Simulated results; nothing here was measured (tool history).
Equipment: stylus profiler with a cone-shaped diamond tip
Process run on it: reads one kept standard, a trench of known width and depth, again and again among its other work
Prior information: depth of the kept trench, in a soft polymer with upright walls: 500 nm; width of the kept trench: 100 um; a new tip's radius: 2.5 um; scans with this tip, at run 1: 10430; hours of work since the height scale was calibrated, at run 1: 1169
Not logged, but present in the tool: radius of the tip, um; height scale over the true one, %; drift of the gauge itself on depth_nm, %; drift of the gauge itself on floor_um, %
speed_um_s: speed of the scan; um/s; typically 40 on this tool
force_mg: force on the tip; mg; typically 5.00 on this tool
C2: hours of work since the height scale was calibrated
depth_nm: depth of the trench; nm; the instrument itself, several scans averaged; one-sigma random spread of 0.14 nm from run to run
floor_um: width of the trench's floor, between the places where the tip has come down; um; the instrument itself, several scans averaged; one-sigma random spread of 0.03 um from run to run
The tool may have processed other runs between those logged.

run 1 hour=0.0 | speed_um_s=40 force_mg=5.00 | scans_with_this_tip=10430 C2=1169 | depth_nm=509.99 floor_um=95.94
run 2 hour=15.5 | speed_um_s=29 force_mg=5.00 | scans_with_this_tip=10504 C2=1178 | depth_nm=510.07 floor_um=96.01
run 3 hour=24.2 | speed_um_s=29 force_mg=5.00 | scans_with_this_tip=10546 C2=1182 | depth_nm=509.68 floor_um=95.98
run 4 hour=37.0 | speed_um_s=29 force_mg=5.00 | scans_with_this_tip=10608 C2=1189 | depth_nm=509.52 floor_um=95.98
run 5 hour=47.2 | speed_um_s=29 force_mg=5.00 | scans_with_this_tip=10657 C2=1195 | depth_nm=509.59 floor_um=95.95
run 6 hour=61.3 | speed_um_s=114 force_mg=5.00 | scans_with_this_tip=10725 C2=1202 | depth_nm=509.67 floor_um=95.79
run 7 hour=71.2 | speed_um_s=114 force_mg=5.00 | scans_with_this_tip=10772 C2=1207 | depth_nm=509.50 floor_um=95.75
run 8 hour=82.4 | speed_um_s=40 force_mg=9.14 | scans_with_this_tip=10826 C2=1214 | depth_nm=515.99 floor_um=95.96
run 9 hour=94.7 | speed_um_s=21 force_mg=5.00 | scans_with_this_tip=10885 C2=1220 | depth_nm=509.74 floor_um=95.97
run 10 hour=107.6 | speed_um_s=21 force_mg=5.00 | scans_with_this_tip=10947 C2=1227 | depth_nm=509.41 floor_um=95.97
run 11 hour=119.5 | speed_um_s=21 force_mg=5.00 | scans_with_this_tip=11004 C2=1234 | depth_nm=509.51 floor_um=95.99
run 12 hour=128.1 | speed_um_s=21 force_mg=5.00 | scans_with_this_tip=11046 C2=1238 | depth_nm=509.82 floor_um=95.96
run 13 hour=137.3 | speed_um_s=21 force_mg=5.00 | scans_with_this_tip=11089 C2=1243 | depth_nm=509.78 floor_um=96.01
run 14 hour=148.6 | speed_um_s=21 force_mg=5.00 | scans_with_this_tip=11144 C2=1249 | depth_nm=509.36 floor_um=96.02
run 15 hour=160.9 | speed_um_s=21 force_mg=5.00 | scans_with_this_tip=11203 C2=1256 | depth_nm=509.56 floor_um=95.98
run 16 hour=170.9 | speed_um_s=21 force_mg=5.00 | scans_with_this_tip=11251 C2=1261 | depth_nm=509.79 floor_um=95.96
-- hour=172.3 height scale calibrated on a step standard
-- hour=176.4 new tip fitted, height scale calibrated
run 17 hour=185.3 | speed_um_s=21 force_mg=5.00 | scans_with_this_tip=44 C2=5 | depth_nm=513.19 floor_um=96.94
run 18 hour=192.8 | speed_um_s=39 force_mg=2.79 | scans_with_this_tip=80 C2=9 | depth_nm=508.84 floor_um=96.85
run 19 hour=203.8 | speed_um_s=11 force_mg=1.83 | scans_with_this_tip=132 C2=15 | depth_nm=506.58 floor_um=96.90
run 20 hour=215.9 | speed_um_s=11 force_mg=1.83 | scans_with_this_tip=190 C2=21 | depth_nm=506.40 floor_um=96.90
-- hour=217.5 height scale calibrated on a step standard, once more
run 21 hour=228.5 | speed_um_s=11 force_mg=1.83 | scans_with_this_tip=248 C2=6 | depth_nm=506.22 floor_um=96.91
run 22 hour=240.1 | speed_um_s=11 force_mg=1.83 | scans_with_this_tip=304 C2=12 | depth_nm=506.21 floor_um=96.87
run 23 hour=249.0 | speed_um_s=92 force_mg=13.40 | scans_with_this_tip=347 C2=17 | depth_nm=524.55 floor_um=96.84
run 24 hour=261.6 | speed_um_s=92 force_mg=13.40 | scans_with_this_tip=408 C2=24 | depth_nm=524.70 floor_um=96.79
run 25 hour=275.1 | speed_um_s=141 force_mg=5.00 | scans_with_this_tip=472 C2=31 | depth_nm=512.43 floor_um=96.56
run 26 hour=288.4 | speed_um_s=141 force_mg=5.00 | scans_with_this_tip=536 C2=38 | depth_nm=512.20 floor_um=96.56
run 27 hour=303.4 | speed_um_s=40 force_mg=5.42 | scans_with_this_tip=608 C2=46 | depth_nm=513.46 floor_um=96.76

Each run again, without the hidden state but with its own random variation kept:
run=1 depth_nm=513.11 floor_um=96.86
run=2 depth_nm=513.21 floor_um=96.94
run=3 depth_nm=512.84 floor_um=96.90
run=4 depth_nm=512.70 floor_um=96.92
run=5 depth_nm=512.78 floor_um=96.88
run=6 depth_nm=512.88 floor_um=96.73
run=7 depth_nm=512.72 floor_um=96.69
run=8 depth_nm=519.26 floor_um=96.91
run=9 depth_nm=512.99 floor_um=96.93
run=10 depth_nm=512.68 floor_um=96.93
run=11 depth_nm=512.79 floor_um=96.96
run=12 depth_nm=513.12 floor_um=96.93
run=13 depth_nm=513.09 floor_um=96.98
run=14 depth_nm=512.68 floor_um=97.00
run=15 depth_nm=512.90 floor_um=96.96
run=16 depth_nm=513.15 floor_um=96.94
run=17 depth_nm=513.12 floor_um=96.96
run=18 depth_nm=508.79 floor_um=96.88
run=19 depth_nm=506.55 floor_um=96.94
run=20 depth_nm=506.38 floor_um=96.94
run=21 depth_nm=506.40 floor_um=96.96
run=22 depth_nm=506.41 floor_um=96.92
run=23 depth_nm=524.76 floor_um=96.90
run=24 depth_nm=524.94 floor_um=96.86
run=25 depth_nm=512.68 floor_um=96.63
run=26 depth_nm=512.46 floor_um=96.64
run=27 depth_nm=513.74 floor_um=96.85
